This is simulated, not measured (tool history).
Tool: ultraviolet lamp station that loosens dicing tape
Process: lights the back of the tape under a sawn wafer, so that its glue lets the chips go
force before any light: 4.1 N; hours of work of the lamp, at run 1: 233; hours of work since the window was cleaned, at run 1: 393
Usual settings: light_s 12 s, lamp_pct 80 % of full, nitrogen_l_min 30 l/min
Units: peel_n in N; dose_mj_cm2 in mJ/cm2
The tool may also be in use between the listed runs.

| run | hour | light_s | lamp_pct | nitrogen_l_min | hours of work of the lamp | hours of work since the window was cleaned | peel_n | dose_mj_cm2 |
|---|---|---|---|---|---|---|---|---|
| 1 | 0 | 12 | 80 | 30 | 233 | 393 | 0.175 | 445 |
| 2 | 9.8 | 12 | 80 | 30 | 238 | 399 | 0.177 | 447 |
| 3 | 16.3 | 12 | 80 | 30 | 242 | 403 | 0.181 | 446 |
| 4 | 22.8 | 12 | 80 | 30 | 246 | 407 | 0.184 | 445 |
| 5 | 32.8 | 12 | 80 | 30 | 252 | 412 | 0.175 | 444 |
| 6 | 43.3 | 12 | 80 | 30 | 258 | 419 | 0.174 | 450 |
| 7 | 50.4 | 12 | 80 | 30 | 262 | 423 | 0.182 | 445 |
| 8 | 56 | 12 | 80 | 30 | 265 | 426 | 0.171 | 449 |
| 9 | 65.7 | 12 | 80 | 30 | 271 | 432 | 0.176 | 447 |
| 10 | 73.4 | 12 | 80 | 30 | 275 | 436 | 0.165 | 445 |
| 11 | 79.7 | 12 | 80 | 30 | 279 | 440 | 0.178 | 444 |
| 12 | 88.9 | 12 | 80 | 30 | 284 | 445 | 0.171 | 448 |
| 13 | 95 | 12 | 80 | 30 | 288 | 449 | 0.177 | 447 |
| 14 | 104.5 | 12 | 80 | 30 | 294 | 454 | 0.177 | 448 |
| 15 | 115.4 | 12 | 80 | 30 | 300 | 461 | 0.173 | 445 |
| 16 | 125.5 | 12 | 66 | 28 | 306 | 467 | 0.254 | 364 |
| 17 | 132.1 | 10 | 80 | 30 | 310 | 470 | 0.226 | 373 |
| 18 | 139.2 | 10 | 80 | 13 | 314 | 475 | 0.394 | 375 |
| 19 | 149.8 | 12 | 85 | 16 | 320 | 481 | 0.229 | 471 |
| 20 | 158.5 | 12 | 80 | 30 | 325 | 486 | 0.177 | 445 |
| 21 | 164.4 | 12 | 75 | 48 | 329 | 489 | 0.175 | 417 |
| 22 | 169.4 | 9 | 88 | 46 | 331 | 492 | 0.186 | 366 |
| 23 | 175.5 | 12 | 98 | 14 | 335 | 496 | 0.202 | 545 |
| 24 | 181 | 12 | 80 | 39 | 338 | 499 | 0.159 | 447 |

Run 25 comes next. What will it give?
| 25 | 186.5 | 14 | 80 | 39 | 341 | 502 | ? | ? |

{"run 25": {"peel_n": 0.133, "dose_mj_cm2": 517}}
Without the tool's hidden state the same run would have given peel_n 0.133 N, dose_mj_cm2 518 mJ/cm2.
